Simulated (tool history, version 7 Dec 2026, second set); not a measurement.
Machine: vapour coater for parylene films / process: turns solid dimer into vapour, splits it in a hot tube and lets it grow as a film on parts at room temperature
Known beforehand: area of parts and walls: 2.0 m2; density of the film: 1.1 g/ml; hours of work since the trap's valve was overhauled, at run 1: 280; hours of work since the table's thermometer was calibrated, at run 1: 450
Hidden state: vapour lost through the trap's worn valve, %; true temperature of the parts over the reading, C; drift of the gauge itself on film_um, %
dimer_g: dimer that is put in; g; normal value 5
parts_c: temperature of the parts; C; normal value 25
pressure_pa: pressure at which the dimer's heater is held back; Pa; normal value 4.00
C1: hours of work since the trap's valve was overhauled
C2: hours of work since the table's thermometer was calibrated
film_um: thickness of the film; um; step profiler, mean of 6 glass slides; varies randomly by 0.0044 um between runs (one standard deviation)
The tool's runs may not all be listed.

Run 1, hour 0.0: usual settings; C1 280; C2 450. Result: film_um 1.020 um.
At hour 19.8: trap's valve overhauled.
Run 2, hour 24.0: usual settings; C1 2; C2 459. Result: film_um 1.112 um.
Run 3, hour 55.2: usual settings but pressure_pa 6.41 Pa; C1 15; C2 471. Result: film_um 1.046 um.
Run 4, hour 90.3: usual settings but pressure_pa 4.41 Pa; C1 29; C2 486. Result: film_um 1.088 um.
Run 5, hour 114.6: usual settings but pressure_pa 4.41 Pa; C1 39; C2 496. Result: film_um 1.085 um.
Run 6, hour 149.5: usual settings but pressure_pa 4.41 Pa; C1 54; C2 510. Result: film_um 1.080 um.
Run 7, hour 181.6: usual settings but pressure_pa 3.44 Pa; C1 67; C2 524. Result: film_um 1.108 um.
Run 8, hour 201.4: usual settings; C1 75; C2 532. Result: film_um 1.086 um.
Run 9, hour 232.6: usual settings; C1 88; C2 545. Result: film_um 1.083 um.
Run 10, hour 251.4: usual settings; C1 96; C2 553. Result: film_um 1.076 um.
Run 11, hour 286.8: usual settings; C1 110; C2 567. Result: film_um 1.071 um.
Run 12, hour 325.1: usual settings but pressure_pa 9.10 Pa; C1 126; C2 583. Result: film_um 0.974 um.
Run 13, hour 361.7: usual settings but pressure_pa 9.10 Pa; C1 141; C2 598. Result: film_um 0.955 um.
Run 14, hour 391.0: usual settings but pressure_pa 9.10 Pa; C1 153; C2 610. Result: film_um 0.959 um.
Run 15, hour 413.0: usual settings; C1 163; C2 619. Result: film_um 1.054 um.
Run 16, hour 442.4: usual settings; C1 175; C2 632. Result: film_um 1.048 um.
Run 17, hour 481.3: usual settings but dimer_g 3 g; C1 191; C2 648. Result: film_um 0.628 um.
Run 18, hour 516.7: usual settings; C1 205; C2 662. Result: film_um 1.038 um.
Run 19, hour 556.2: usual settings; C1 222; C2 679. Result: film_um 1.027 um.
Run 20, hour 580.4: usual settings but dimer_g 4 g; C1 232; C2 689. Result: film_um 0.827 um.
Run 21, hour 609.9: usual settings but dimer_g 4 g; C1 244; C2 701. Result: film_um 0.819 um.
Run 22, hour 646.6: usual settings but dimer_g 4 g; C1 259; C2 716. Result: film_um 0.809 um.
Run 23, hour 666.7: usual settings; C1 267; C2 724. Result: film_um 1.020 um.
Run 24, hour 683.2: usual settings; C1 274; C2 731. Result: film_um 1.010 um.
At hour 716.5: trap's valve overhauled.
Run 25, hour 722.0: usual settings; C1 2; C2 745. Result: film_um 1.123 um.
Run 26, hour 746.9: usual settings but dimer_g 4 g; C1 13; C2 756. Result: film_um 0.888 um.
Run 27, hour 766.2: usual settings but dimer_g 4 g, parts_c 22 C, pressure_pa 2.23 Pa; C1 21; C2 764. Result: film_um 1.017 um.
Run 28, hour 796.5: usual settings but dimer_g 3 g, parts_c 22 C, pressure_pa 7.04 Pa; C1 33; C2 776. Result: film_um 0.658 um.
Run 29, hour 828.6: usual settings but dimer_g 6 g, parts_c 32 C, pressure_pa 4.54 Pa; C1 46; C2 790. Result: film_um 1.105 um.
Run 30, hour 861.1: usual settings but parts_c 29 C; C1 60; C2 803. Result: film_um 1.000 um.
Run 31, hour 883.2: usual settings but parts_c 29 C; C1 69; C2 812. Result: film_um 0.995 um.
Run 32, hour 919.4: usual settings but dimer_g 7 g, parts_c 29 C, pressure_pa 8.48 Pa; C1 84; C2 827. Result: film_um 1.261 um.
Run 33, hour 954.4: usual settings but parts_c 23 C, pressure_pa 11.97 Pa; C1 98; C2 841. Result: film_um 0.992 um.
Run 34, hour 971.0: usual settings but dimer_g 4 g, parts_c 19 C; C1 105; C2 848. Result: film_um 0.994 um.
Run 35, hour 1005.2: usual settings but pressure_pa 11.32 Pa; C1 119; C2 863. Result: film_um 0.952 um.
Run 36, hour 1028.0: usual settings but dimer_g 3 g, parts_c 23 C, pressure_pa 5.70 Pa; C1 129; C2 872. Result: film_um 0.645 um.
Run 37, hour 1063.0: usual settings but dimer_g 7 g, parts_c 26 C, pressure_pa 5.71 Pa; C1 143; C2 886. Result: film_um 1.394 um.
Run 38, hour 1090.8: usual settings but dimer_g 7 g, parts_c 26 C, pressure_pa 5.71 Pa; C1 155; C2 898. Result: film_um 1.398 um.
Run 39, hour 1130.6: usual settings but dimer_g 7 g, parts_c 26 C, pressure_pa 5.71 Pa; C1 171; C2 914. Result: film_um 1.389 um.
Run 40, hour 1169.4: usual settings but parts_c 31 C, pressure_pa 7.80 Pa; C1 187; C2 930. Result: film_um 0.844 um.
Run 41, hour 1194.1: usual settings but parts_c 24 C, pressure_pa 3.43 Pa; C1 197; C2 941. Result: film_um 1.089 um.
Run 42, hour 1212.1: usual settings but dimer_g 9 g, parts_c 24 C, pressure_pa 6.23 Pa; C1 205; C2 948. Result: film_um 1.825 um.
Run 43, hour 1233.9: usual settings but dimer_g 2 g, parts_c 26 C, pressure_pa 10.96 Pa; C1 214; C2 957. Result: film_um 0.357 um.
Run 44, hour 1268.3: usual settings but dimer_g 2 g, parts_c 26 C, pressure_pa 10.96 Pa; C1 228; C2 971. Result: film_um 0.361 um.
Run 45, hour 1297.1: usual settings but dimer_g 2 g, parts_c 26 C, pressure_pa 10.96 Pa; C1 240; C2 983. Result: film_um 0.353 um.
Run 46, hour 1323.3: usual settings but dimer_g 2 g, parts_c 26 C, pressure_pa 10.96 Pa; C1 251; C2 994. Result: film_um 0.362 um.
Run 47, hour 1345.1: usual settings but dimer_g 2 g, parts_c 26 C, pressure_pa 10.96 Pa; C1 260; C2 1003. Result: film_um 0.352 um.
Run 48, hour 1384.4: usual settings but dimer_g 3 g, parts_c 24 C, pressure_pa 10.50 Pa; C1 276; C2 1019. Result: film_um 0.561 um.

Predict each of these 3 candidate next runs independently; none follows another, all start after run 48:
Run A, hour 1403.1: usual settings but dimer_g 3 g, parts_c 24 C, pressure_pa 10.50 Pa; C1 284; C2 1027. Result: film_um ?.
Run B, hour 1403.1: usual settings but parts_c 31 C, pressure_pa 5.78 Pa; C1 284; C2 1027. Result: film_um ?.
Run C, hour 1403.1: usual settings but dimer_g 3 g, parts_c 22 C, pressure_pa 10.32 Pa; C1 284; C2 1027. Result: film_um ?.

run  film_um
  A    0.562
  B    0.848
  C    0.587
Without the tool's hidden state the same runs would have given:
run  film_um
  A    0.616
  B    0.931
  C    0.644

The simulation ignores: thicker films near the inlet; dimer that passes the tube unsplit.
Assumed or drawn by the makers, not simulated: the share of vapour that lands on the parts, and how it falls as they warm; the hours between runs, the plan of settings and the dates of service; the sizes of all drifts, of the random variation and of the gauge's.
